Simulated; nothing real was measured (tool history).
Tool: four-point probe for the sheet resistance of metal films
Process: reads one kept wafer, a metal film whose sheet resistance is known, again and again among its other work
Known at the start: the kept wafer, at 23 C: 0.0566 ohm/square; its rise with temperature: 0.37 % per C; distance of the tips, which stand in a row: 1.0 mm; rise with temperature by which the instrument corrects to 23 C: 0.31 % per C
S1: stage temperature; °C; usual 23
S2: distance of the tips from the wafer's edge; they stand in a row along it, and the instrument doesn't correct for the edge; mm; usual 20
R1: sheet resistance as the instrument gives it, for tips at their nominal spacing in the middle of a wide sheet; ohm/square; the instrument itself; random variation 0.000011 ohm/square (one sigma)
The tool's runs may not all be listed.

run    hour  S1  S2        R1
  1     0.0  23  20  0.056629
  2    26.1  23  20  0.056630
  3    88.2  21  20  0.056567
  4   140.1  21  20  0.056574
  5   189.6  19  20  0.056485
  6   242.3  19  20  0.056473
  7   304.2  19  20  0.056472
  8   365.6  23  20  0.056600
  9   420.9  23  20  0.056584
 10   470.7  23  37  0.056553
 11   512.0  23  20  0.056596
 12   568.9  23  20  0.056579
 13   608.5  23  20  0.056581
 14   640.8  23  20  0.056567
 15   687.7  23  20  0.056558
 16   737.5  23  20  0.056580
 17   766.5  23  20  0.056557
 18   815.5  23  20  0.056558
      819.5  -- stage's thermometer calibrated
 19   868.6  31   4  0.058560
 20   906.8  21  10  0.056649
 21   954.3  30   3  0.059851
 22   986.5  30  30  0.056683
 23  1045.2  30  30  0.056690
 24  1105.7  18  20  0.056290
 25  1165.4  25   5  0.057646
     1177.0  -- stage's thermometer calibrated, once more
 26  1215.2  22  46  0.056497
 27  1258.2  22  46  0.056506
 28  1302.3  19  28  0.056436
 29  1348.5  34  12  0.057108
 30  1409.5  24  63  0.056565
 31  1454.4  30   3  0.059928
 32  1510.5  30   3  0.059931
 33  1557.8  30   3  0.059901
 34  1622.1  23  14  0.056645
 35  1686.7  22  31  0.056475
 36  1726.9  22  31  0.056488

5 ways to go on from here, each from the tool as it stands after run 36. What would each give?
  A  1758.9  34  51   ?
  B  1758.9  30   6   ?
  C  1758.9  33  20   ?
  D  1758.9  25   8   ?
  E  1758.9  35  52   ?

run        R1
  A  0.056858
  B  0.057571
  C  0.056901
  D  0.057017
  E  0.056880
Without the tool's hidden state the same runs would have given:
run        R1
  A  0.056986
  B  0.057701
  C  0.057029
  D  0.057147
  E  0.057008
